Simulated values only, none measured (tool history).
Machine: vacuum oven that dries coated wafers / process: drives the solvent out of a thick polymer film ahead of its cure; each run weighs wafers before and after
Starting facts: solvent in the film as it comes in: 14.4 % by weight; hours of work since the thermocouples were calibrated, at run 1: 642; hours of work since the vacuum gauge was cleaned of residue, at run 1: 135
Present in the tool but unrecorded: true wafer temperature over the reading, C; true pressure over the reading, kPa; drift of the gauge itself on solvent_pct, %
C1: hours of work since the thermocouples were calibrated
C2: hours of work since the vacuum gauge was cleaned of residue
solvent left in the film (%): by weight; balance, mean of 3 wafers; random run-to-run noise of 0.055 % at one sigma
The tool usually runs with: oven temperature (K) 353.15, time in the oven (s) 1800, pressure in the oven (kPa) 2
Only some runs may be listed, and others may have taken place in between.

Run 1, hour 0: usual settings; C1 642; C2 135. Result: solvent left in the film (%) 2.43.
Run 2, hour 13.9: usual settings but oven temperature (K) 355.15; C1 650; C2 143. Result: solvent left in the film (%) 2.08.
Run 3, hour 32.9: usual settings but oven temperature (K) 355.15; C1 661; C2 154. Result: solvent left in the film (%) 2.18.
Run 4, hour 56.3: usual settings but oven temperature (K) 355.15; C1 674; C2 168. Result: solvent left in the film (%) 2.14.
Run 5, hour 69.4: usual settings; C1 682; C2 175. Result: solvent left in the film (%) 2.36.
Run 6, hour 85.3: usual settings; C1 691; C2 184. Result: solvent left in the film (%) 2.46.
Run 7, hour 107.7: usual settings; C1 704; C2 197. Result: solvent left in the film (%) 2.47.
Run 8, hour 136.6: usual settings; C1 720; C2 214. Result: solvent left in the film (%) 2.52.
At hour 140.4: oven's thermocouples calibrated.
Run 9, hour 163.4: usual settings; C1 13; C2 228. Result: solvent left in the film (%) 2.21.
Run 10, hour 190.5: usual settings but pressure in the oven (kPa) 3.64; C1 29; C2 244. Result: solvent left in the film (%) 2.9.
Run 11, hour 207.7: usual settings but pressure in the oven (kPa) 3.64; C1 39; C2 254. Result: solvent left in the film (%) 2.98.
Run 12, hour 236.5: usual settings but oven temperature (K) 354.15, pressure in the oven (kPa) 3.64; C1 55; C2 270. Result: solvent left in the film (%) 2.73.
Run 13, hour 265.3: usual settings but oven temperature (K) 354.15, pressure in the oven (kPa) 3.64; C1 72; C2 287. Result: solvent left in the film (%) 2.71.
Run 14, hour 278.5: usual settings but oven temperature (K) 354.15, pressure in the oven (kPa) 3.64; C1 80; C2 294. Result: solvent left in the film (%) 2.82.
Run 15, hour 303.9: usual settings; C1 94; C2 309. Result: solvent left in the film (%) 2.43.
Run 16, hour 318.7: usual settings but pressure in the oven (kPa) 4.38; C1 103; C2 318. Result: solvent left in the film (%) 3.33.
Run 17, hour 338.4: usual settings but time in the oven (s) 1740, pressure in the oven (kPa) 4.38; C1 114; C2 329. Result: solvent left in the film (%) 3.39.
Run 18, hour 366.6: usual settings; C1 130; C2 345. Result: solvent left in the film (%) 2.28.
Run 19, hour 381.8: usual settings but time in the oven (s) 3180; C1 139; C2 354. Result: solvent left in the film (%) 1.22.
Run 20, hour 395.4: usual settings but time in the oven (s) 3180; C1 147; C2 362. Result: solvent left in the film (%) 1.17.
Run 21, hour 420: usual settings but time in the oven (s) 3180; C1 161; C2 376. Result: solvent left in the film (%) 1.31.
Run 22, hour 441.2: usual settings but pressure in the oven (kPa) 6.96; C1 173; C2 388. Result: solvent left in the film (%) 4.61.
Run 23, hour 464.7: usual settings but pressure in the oven (kPa) 6.96; C1 187; C2 402. Result: solvent left in the film (%) 4.44.
Run 24, hour 478.3: usual settings but pressure in the oven (kPa) 6.96; C1 195; C2 409. Result: solvent left in the film (%) 4.51.
Run 25, hour 492.1: usual settings but pressure in the oven (kPa) 6.96; C1 202; C2 417. Result: solvent left in the film (%) 4.36.
Run 26, hour 506: usual settings but oven temperature (K) 344.15, time in the oven (s) 2820, pressure in the oven (kPa) 2.81; C1 210; C2 425. Result: solvent left in the film (%) 3.23.
Run 27, hour 529.7: usual settings but pressure in the oven (kPa) 5.43; C1 224; C2 439. Result: solvent left in the film (%) 3.81.
Run 28, hour 560.3: usual settings but pressure in the oven (kPa) 5.43; C1 242; C2 457. Result: solvent left in the film (%) 3.85.
Run 29, hour 574.3: usual settings but time in the oven (s) 2760, pressure in the oven (kPa) 2.6; C1 250; C2 465. Result: solvent left in the film (%) 1.77.
Run 30, hour 587: usual settings but time in the oven (s) 2760, pressure in the oven (kPa) 2.6; C1 257; C2 472. Result: solvent left in the film (%) 1.66.
Run 31, hour 604.7: usual settings but oven temperature (K) 367.15, time in the oven (s) 1140, pressure in the oven (kPa) 2.44; C1 267; C2 482. Result: solvent left in the film (%) 1.57.
Run 32, hour 622.1: usual settings but oven temperature (K) 367.15, time in the oven (s) 1140, pressure in the oven (kPa) 2.44; C1 277; C2 492. Result: solvent left in the film (%) 1.56.
Run 33, hour 647.9: usual settings but oven temperature (K) 367.15, time in the oven (s) 1140, pressure in the oven (kPa) 2.44; C1 292; C2 507. Result: solvent left in the film (%) 1.46.
Run 34, hour 671.4: usual settings but oven temperature (K) 367.15, time in the oven (s) 1140, pressure in the oven (kPa) 2.44; C1 306; C2 521. Result: solvent left in the film (%) 1.61.
Run 35, hour 698: usual settings but oven temperature (K) 367.15, time in the oven (s) 2340, pressure in the oven (kPa) 1.52; C1 321; C2 536. Result: solvent left in the film (%) 0.52.
Run 36, hour 726: usual settings but oven temperature (K) 367.15, time in the oven (s) 2340, pressure in the oven (kPa) 1.52; C1 337; C2 552. Result: solvent left in the film (%) 0.5.
Run 37, hour 755.3: usual settings but oven temperature (K) 367.15, time in the oven (s) 2340, pressure in the oven (kPa) 1.52; C1 354; C2 569. Result: solvent left in the film (%) 0.52.
Run 38, hour 786.2: usual settings but oven temperature (K) 367.15, time in the oven (s) 2340, pressure in the oven (kPa) 1.52; C1 372; C2 587. Result: solvent left in the film (%) 0.61.
Run 39, hour 800.3: usual settings but oven temperature (K) 367.15, time in the oven (s) 2340, pressure in the oven (kPa) 1.52; C1 380; C2 595. Result: solvent left in the film (%) 0.55.
Run 40, hour 823.1: usual settings but oven temperature (K) 356.15; C1 393; C2 608. Result: solvent left in the film (%) 1.89.
Run 41, hour 835.9: usual settings but oven temperature (K) 357.15, pressure in the oven (kPa) 7.83; C1 400; C2 615. Result: solvent left in the film (%) 3.92.
Run 42, hour 863.4: usual settings but oven temperature (K) 357.15, pressure in the oven (kPa) 2.47; C1 416; C2 631. Result: solvent left in the film (%) 1.98.
Run 43, hour 892.2: usual settings but oven temperature (K) 357.15, time in the oven (s) 960, pressure in the oven (kPa) 4.52; C1 433; C2 648. Result: solvent left in the film (%) 4.61.
Run 44, hour 906.1: usual settings but oven temperature (K) 355.15, time in the oven (s) 1920, pressure in the oven (kPa) 5; C1 441; C2 656. Result: solvent left in the film (%) 3.21.
Run 45, hour 932.5: usual settings but oven temperature (K) 339.15; C1 456; C2 671. Result: solvent left in the film (%) 5.7.
Run 46, hour 952.2: usual settings but oven temperature (K) 350.15, pressure in the oven (kPa) 5.95; C1 467; C2 682. Result: solvent left in the film (%) 4.89.
Run 47, hour 970: usual settings but oven temperature (K) 354.15, time in the oven (s) 1980; C1 478; C2 692. Result: solvent left in the film (%) 1.95.

Here are 4 independent what-if runs from the current tool condition. What would each one return?
Run A, hour 991.6: usual settings but oven temperature (K) 354.15, time in the oven (s) 1020, pressure in the oven (kPa) 1.88; C1 490; C2 705. Result: solvent left in the film (%) ?.
Run B, hour 991.6: usual settings but time in the oven (s) 960; C1 490; C2 705. Result: solvent left in the film (%) ?.
Run C, hour 991.6: usual settings but oven temperature (K) 354.15, time in the oven (s) 2640, pressure in the oven (kPa) 1.29; C1 490; C2 705. Result: solvent left in the film (%) ?.
Run D, hour 991.6: usual settings but pressure in the oven (kPa) 1.62; C1 490; C2 705. Result: solvent left in the film (%) ?.

run  solvent left in the film (%)
  A                          4.19
  B                          4.61
  C                          1.14
  D                          2.23
With no hidden state in the tool, these same runs would have given:
run  solvent left in the film (%)
  A                          3.96
  B                          4.39
  C                          0.98
  D                          2.02

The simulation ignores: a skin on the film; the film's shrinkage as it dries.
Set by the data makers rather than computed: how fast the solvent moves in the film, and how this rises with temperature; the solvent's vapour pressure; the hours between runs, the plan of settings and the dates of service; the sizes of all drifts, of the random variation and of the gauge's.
